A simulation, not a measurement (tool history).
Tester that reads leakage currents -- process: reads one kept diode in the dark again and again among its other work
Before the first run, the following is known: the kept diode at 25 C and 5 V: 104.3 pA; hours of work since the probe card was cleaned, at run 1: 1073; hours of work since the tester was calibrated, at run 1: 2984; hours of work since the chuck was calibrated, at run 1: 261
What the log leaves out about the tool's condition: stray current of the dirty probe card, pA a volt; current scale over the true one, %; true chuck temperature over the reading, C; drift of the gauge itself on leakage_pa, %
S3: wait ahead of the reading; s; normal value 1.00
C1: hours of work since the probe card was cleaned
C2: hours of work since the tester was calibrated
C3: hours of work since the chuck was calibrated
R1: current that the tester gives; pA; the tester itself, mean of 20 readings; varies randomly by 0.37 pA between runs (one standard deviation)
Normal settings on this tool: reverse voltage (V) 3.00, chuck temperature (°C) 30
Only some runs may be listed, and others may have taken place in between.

{"run": 1, "day": 0.0, "reverse voltage (V)": 3.0, "chuck temperature (°C)": 30, "S3": 1.0, "C1": 1073, "C2": 2984, "C3": 261, "R1": 127.93}
{"run": 2, "day": 2.967, "reverse voltage (V)": 3.0, "chuck temperature (°C)": 30, "S3": 1.0, "C1": 1129, "C2": 3040, "C3": 317, "R1": 128.64}
{"run": 3, "day": 7.667, "reverse voltage (V)": 3.0, "chuck temperature (°C)": 30, "S3": 1.0, "C1": 1218, "C2": 3128, "C3": 406, "R1": 129.25}
{"run": 4, "day": 10.379, "reverse voltage (V)": 3.0, "chuck temperature (°C)": 30, "S3": 1.0, "C1": 1269, "C2": 3180, "C3": 457, "R1": 129.34}
{"run": 5, "day": 14.921, "reverse voltage (V)": 3.0, "chuck temperature (°C)": 30, "S3": 1.0, "C1": 1355, "C2": 3265, "C3": 543, "R1": 131.11}
{"run": 6, "day": 17.588, "reverse voltage (V)": 3.0, "chuck temperature (°C)": 30, "S3": 1.0, "C1": 1405, "C2": 3316, "C3": 593, "R1": 130.43}
{"run": 7, "day": 21.617, "reverse voltage (V)": 3.0, "chuck temperature (°C)": 30, "S3": 1.0, "C1": 1481, "C2": 3392, "C3": 669, "R1": 131.69}
{"run": 8, "day": 25.138, "reverse voltage (V)": 3.0, "chuck temperature (°C)": 30, "S3": 1.0, "C1": 1548, "C2": 3458, "C3": 736, "R1": 131.77}
{"run": 9, "day": 27.221, "reverse voltage (V)": 3.0, "chuck temperature (°C)": 30, "S3": 1.0, "C1": 1587, "C2": 3498, "C3": 775, "R1": 133.32}
{"run": 10, "day": 30.738, "reverse voltage (V)": 3.0, "chuck temperature (°C)": 30, "S3": 1.0, "C1": 1654, "C2": 3564, "C3": 841, "R1": 133.56}
{"run": 11, "day": 33.638, "reverse voltage (V)": 3.0, "chuck temperature (°C)": 30, "S3": 1.0, "C1": 1708, "C2": 3619, "C3": 896, "R1": 134.02}
{"run": 12, "day": 38.608, "reverse voltage (V)": 3.0, "chuck temperature (°C)": 31, "S3": 1.0, "C1": 1802, "C2": 3713, "C3": 990, "R1": 146.57}
{"run": 13, "day": 41.625, "reverse voltage (V)": 3.0, "chuck temperature (°C)": 31, "S3": 1.0, "C1": 1859, "C2": 3770, "C3": 1047, "R1": 147.84}
{"run": 14, "day": 44.696, "reverse voltage (V)": 3.0, "chuck temperature (°C)": 30, "S3": 1.0, "C1": 1917, "C2": 3828, "C3": 1105, "R1": 136.65}
{"run": 15, "day": 47.738, "reverse voltage (V)": 3.0, "chuck temperature (°C)": 30, "S3": 1.0, "C1": 1975, "C2": 3885, "C3": 1163, "R1": 137.68}
{"run": 16, "day": 52.825, "reverse voltage (V)": 3.0, "chuck temperature (°C)": 30, "S3": 1.0, "C1": 2071, "C2": 3981, "C3": 1259, "R1": 139.08}
{"run": 17, "day": 57.242, "reverse voltage (V)": 1.71, "chuck temperature (°C)": 30, "S3": 1.0, "C1": 2154, "C2": 4065, "C3": 1342, "R1": 102.91}
{"run": 18, "day": 61.238, "reverse voltage (V)": 1.71, "chuck temperature (°C)": 30, "S3": 1.0, "C1": 2230, "C2": 4140, "C3": 1418, "R1": 103.85}
{"run": 19, "day": 64.092, "reverse voltage (V)": 3.0, "chuck temperature (°C)": 30, "S3": 1.0, "C1": 2284, "C2": 4194, "C3": 1472, "R1": 140.39}
{"run": 20, "day": 68.458, "reverse voltage (V)": 3.0, "chuck temperature (°C)": 30, "S3": 1.0, "C1": 2366, "C2": 4277, "C3": 1554, "R1": 140.87}
{"run": 21, "day": 72.367, "reverse voltage (V)": 3.0, "chuck temperature (°C)": 30, "S3": 1.0, "C1": 2440, "C2": 4350, "C3": 1628, "R1": 142.88}
{"run": 22, "day": 74.554, "reverse voltage (V)": 9.05, "chuck temperature (°C)": 41, "S3": 7.15, "C1": 2481, "C2": 4392, "C3": 1669, "R1": 599.3}
{"run": 23, "day": 77.079, "reverse voltage (V)": 18.24, "chuck temperature (°C)": 55, "S3": 7.15, "C1": 2529, "C2": 4439, "C3": 1717, "R1": 2374.32}
{"run": 24, "day": 81.458, "reverse voltage (V)": 18.24, "chuck temperature (°C)": 55, "S3": 7.15, "C1": 2612, "C2": 4522, "C3": 1800, "R1": 2376.3}
{"run": 25, "day": 84.883, "reverse voltage (V)": 18.05, "chuck temperature (°C)": 47, "S3": 1.0, "C1": 2676, "C2": 4587, "C3": 1864, "R1": 1356.3}
{"run": 26, "day": 88.096, "reverse voltage (V)": 3.0, "chuck temperature (°C)": 30, "S3": 1.0, "C1": 2737, "C2": 4648, "C3": 1925, "R1": 146.07}
{"day": 88.425, "done": "chuck's temperature calibrated"}
{"run": 27, "day": 92.321, "reverse voltage (V)": 4.65, "chuck temperature (°C)": 55, "S3": 0.38, "C1": 2815, "C2": 4726, "C3": 74, "R1": 1206.35}
{"run": 28, "day": 97.383, "reverse voltage (V)": 6.99, "chuck temperature (°C)": 47, "S3": 0.5, "C1": 2911, "C2": 4821, "C3": 169, "R1": 855.75}
{"run": 29, "day": 101.292, "reverse voltage (V)": 1.21, "chuck temperature (°C)": 30, "S3": 0.39, "C1": 2985, "C2": 4895, "C3": 243, "R1": 93.9}
{"run": 30, "day": 105.446, "reverse voltage (V)": 8.38, "chuck temperature (°C)": 30, "S3": 0.39, "C1": 3063, "C2": 4974, "C3": 322, "R1": 268.43}
{"run": 31, "day": 109.45, "reverse voltage (V)": 3.0, "chuck temperature (°C)": 30, "S3": 0.45, "C1": 3139, "C2": 5049, "C3": 397, "R1": 155.26}
{"run": 32, "day": 113.046, "reverse voltage (V)": 3.0, "chuck temperature (°C)": 56, "S3": 1.19, "C1": 3207, "C2": 5117, "C3": 465, "R1": 1054.56}
{"day": 113.942, "done": "chuck's temperature calibrated, once more"}
{"run": 33, "day": 115.596, "reverse voltage (V)": 4.05, "chuck temperature (°C)": 56, "S3": 1.19, "C1": 3253, "C2": 5164, "C3": 31, "R1": 1055.81}
{"run": 34, "day": 119.558, "reverse voltage (V)": 3.71, "chuck temperature (°C)": 27, "S3": 1.0, "C1": 3328, "C2": 5239, "C3": 106, "R1": 115.83}
{"run": 35, "day": 124.383, "reverse voltage (V)": 4.11, "chuck temperature (°C)": 27, "S3": 1.0, "C1": 3419, "C2": 5330, "C3": 197, "R1": 122.7}
{"run": 36, "day": 127.6, "reverse voltage (V)": 4.11, "chuck temperature (°C)": 27, "S3": 1.0, "C1": 3480, "C2": 5391, "C3": 258, "R1": 124.22}
{"run": 37, "day": 131.108, "reverse voltage (V)": 4.93, "chuck temperature (°C)": 44, "S3": 4.71, "C1": 3546, "C2": 5457, "C3": 324, "R1": 501.46}
{"run": 38, "day": 134.588, "reverse voltage (V)": 3.49, "chuck temperature (°C)": 36, "S3": 6.92, "C1": 3612, "C2": 5523, "C3": 390, "R1": 228.79}
{"run": 39, "day": 137.562, "reverse voltage (V)": 2.35, "chuck temperature (°C)": 57, "S3": 1.0, "C1": 3668, "C2": 5579, "C3": 446, "R1": 873.53}
{"run": 40, "day": 140.967, "reverse voltage (V)": 3.05, "chuck temperature (°C)": 23, "S3": 1.0, "C1": 3732, "C2": 5643, "C3": 510, "R1": 78.38}
{"run": 41, "day": 144.225, "reverse voltage (V)": 3.05, "chuck temperature (°C)": 23, "S3": 1.0, "C1": 3794, "C2": 5705, "C3": 572, "R1": 78.72}

Branching from run 41: 3 alternative next runs. What would each branch give?
{"run": "A", "day": 147.571, "reverse voltage (V)": 2.96, "chuck temperature (°C)": 23, "S3": 0.43, "C1": 3857, "C2": 5768, "C3": 635, "R1": "?"}
{"run": "B", "day": 147.571, "reverse voltage (V)": 18.84, "chuck temperature (°C)": 23, "S3": 0.91, "C1": 3857, "C2": 5768, "C3": 635, "R1": "?"}
{"run": "C", "day": 147.571, "reverse voltage (V)": 3.05, "chuck temperature (°C)": 31, "S3": 1.0, "C1": 3857, "C2": 5768, "C3": 635, "R1": "?"}

run=A R1=77.94
run=B R1=230.42
run=C R1=147.70
With no hidden state in the tool, these same runs would have given:
run=A R1=67.76
run=B R1=179.26
run=C R1=133.81

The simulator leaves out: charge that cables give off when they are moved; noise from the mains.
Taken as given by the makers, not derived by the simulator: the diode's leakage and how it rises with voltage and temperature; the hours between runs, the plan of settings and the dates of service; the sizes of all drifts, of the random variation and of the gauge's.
